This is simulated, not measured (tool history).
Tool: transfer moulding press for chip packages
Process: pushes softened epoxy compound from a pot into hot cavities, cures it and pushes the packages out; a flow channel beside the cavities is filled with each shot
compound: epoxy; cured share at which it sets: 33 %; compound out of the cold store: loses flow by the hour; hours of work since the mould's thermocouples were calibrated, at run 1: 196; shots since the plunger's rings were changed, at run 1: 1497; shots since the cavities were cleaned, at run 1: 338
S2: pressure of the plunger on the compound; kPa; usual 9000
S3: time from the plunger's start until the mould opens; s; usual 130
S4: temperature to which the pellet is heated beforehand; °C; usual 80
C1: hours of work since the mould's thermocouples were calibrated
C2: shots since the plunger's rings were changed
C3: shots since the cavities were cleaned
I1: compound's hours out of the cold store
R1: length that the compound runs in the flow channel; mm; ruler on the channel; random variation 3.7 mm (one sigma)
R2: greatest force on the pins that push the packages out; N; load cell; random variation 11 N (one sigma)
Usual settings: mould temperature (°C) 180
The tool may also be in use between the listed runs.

run 1 hour=0.0 | mould_temperature_(°C)=180 S2=9000 S3=130 S4=80 | C1=196 C2=1497 C3=338 | I1=18.1 | R1=536 R2=693
run 2 hour=14.7 | mould_temperature_(°C)=180 S2=9000 S3=130 S4=80 | C1=208 C2=1654 C3=495 | I1=25.5 | R1=517 R2=754
run 3 hour=24.7 | mould_temperature_(°C)=180 S2=9000 S3=130 S4=80 | C1=215 C2=1761 C3=602 | I1=35.7 | R1=491 R2=740
run 4 hour=36.7 | mould_temperature_(°C)=180 S2=9000 S3=130 S4=80 | C1=225 C2=1890 C3=731 | I1=27.7 | R1=509 R2=788
run 5 hour=51.8 | mould_temperature_(°C)=180 S2=9000 S3=130 S4=80 | C1=237 C2=2052 C3=893 | I1=22.7 | R1=519 R2=857
-- hour=62.4 cavities cleaned with cleaning compound and waxed
run 6 hour=62.4 | mould_temperature_(°C)=180 S2=9000 S3=130 S4=80 | C1=244 C2=2149 C3=0 | I1=16.3 | R1=535 R2=503
run 7 hour=72.8 | mould_temperature_(°C)=180 S2=9000 S3=130 S4=80 | C1=252 C2=2260 C3=111 | I1=26.6 | R1=511 R2=568
run 8 hour=87.3 | mould_temperature_(°C)=180 S2=9000 S3=130 S4=80 | C1=263 C2=2416 C3=267 | I1=12.8 | R1=543 R2=703
run 9 hour=100.2 | mould_temperature_(°C)=180 S2=9000 S3=130 S4=80 | C1=273 C2=2553 C3=404 | I1=24.8 | R1=512 R2=732
run 10 hour=116.9 | mould_temperature_(°C)=180 S2=9000 S3=130 S4=80 | C1=286 C2=2733 C3=584 | I1=38.6 | R1=481 R2=753
run 11 hour=133.1 | mould_temperature_(°C)=180 S2=9000 S3=130 S4=80 | C1=299 C2=2906 C3=757 | I1=8.4 | R1=544 R2=858
run 12 hour=145.7 | mould_temperature_(°C)=180 S2=9000 S3=130 S4=80 | C1=309 C2=3041 C3=892 | I1=10.9 | R1=535 R2=903
-- hour=156.4 cavities cleaned with cleaning compound and waxed
run 13 hour=160.2 | mould_temperature_(°C)=180 S2=7640 S3=130 S4=80 | C1=319 C2=3180 C3=41 | I1=47.6 | R1=422 R2=517
-- hour=163.3 mould's thermocouples calibrated
-- hour=180.5 plunger's sealing rings changed
run 14 hour=182.7 | mould_temperature_(°C)=180 S2=7640 S3=130 S4=80 | C1=13 C2=24 C3=234 | I1=32.6 | R1=473 R2=673
run 15 hour=199.5 | mould_temperature_(°C)=180 S2=7640 S3=130 S4=80 | C1=26 C2=204 C3=414 | I1=34.1 | R1=472 R2=750
run 16 hour=214.7 | mould_temperature_(°C)=180 S2=7640 S3=114 S4=73 | C1=38 C2=366 C3=576 | I1=43.0 | R1=456 R2=994
run 17 hour=224.5 | mould_temperature_(°C)=176 S2=9650 S3=131 S4=82 | C1=46 C2=471 C3=681 | I1=22.4 | R1=565 R2=1034
run 18 hour=236.9 | mould_temperature_(°C)=176 S2=8440 S3=121 S4=82 | C1=55 C2=604 C3=814 | I1=28.7 | R1=513 R2=1292
-- hour=254.7 mould's thermocouples calibrated, once more
-- hour=256.6 cavities cleaned with cleaning compound and waxed
run 19 hour=256.6 | mould_temperature_(°C)=176 S2=8440 S3=121 S4=82 | C1=0 C2=778 C3=0 | I1=38.2 | R1=487 R2=636
run 20 hour=267.9 | mould_temperature_(°C)=176 S2=8440 S3=121 S4=82 | C1=9 C2=899 C3=121 | I1=8.3 | R1=553 R2=880
run 21 hour=284.6 | mould_temperature_(°C)=180 S2=9720 S3=121 S4=79 | C1=22 C2=1078 C3=300 | I1=35.7 | R1=517 R2=726
run 22 hour=299.2 | mould_temperature_(°C)=180 S2=9720 S3=121 S4=79 | C1=34 C2=1234 C3=456 | I1=20.8 | R1=556 R2=814
run 23 hour=311.4 | mould_temperature_(°C)=183 S2=9960 S3=146 S4=80 | C1=43 C2=1364 C3=586 | I1=12.5 | R1=567 R2=669

The same runs without the tool's hidden state, with the same run-to-run variation:
The hidden state here: true mould temperature over the reading, C; pressure that reaches the compound, % of what is set; grip of the stained cavities, % over clean ones'; drift of the gauge itself on flow_mm, %; drift of the gauge itself on push_out_n, %.
run=1 R1=548 R2=490
run=2 R1=530 R2=483
run=3 R1=504 R2=455
run=4 R1=524 R2=467
run=5 R1=536 R2=490
run=6 R1=553 R2=497
run=7 R1=529 R2=471
run=8 R1=563 R2=496
run=9 R1=532 R2=472
run=10 R1=502 R2=454
run=11 R1=569 R2=493
run=12 R1=561 R2=508
run=13 R1=444 R2=468
run=14 R1=472 R2=479
run=15 R1=473 R2=479
run=16 R1=458 R2=584
run=17 R1=568 R2=587
run=18 R1=516 R2=712
run=19 R1=494 R2=648
run=20 R1=562 R2=752
run=21 R1=527 R2=512
run=22 R1=567 R2=531
run=23 R1=580 R2=407
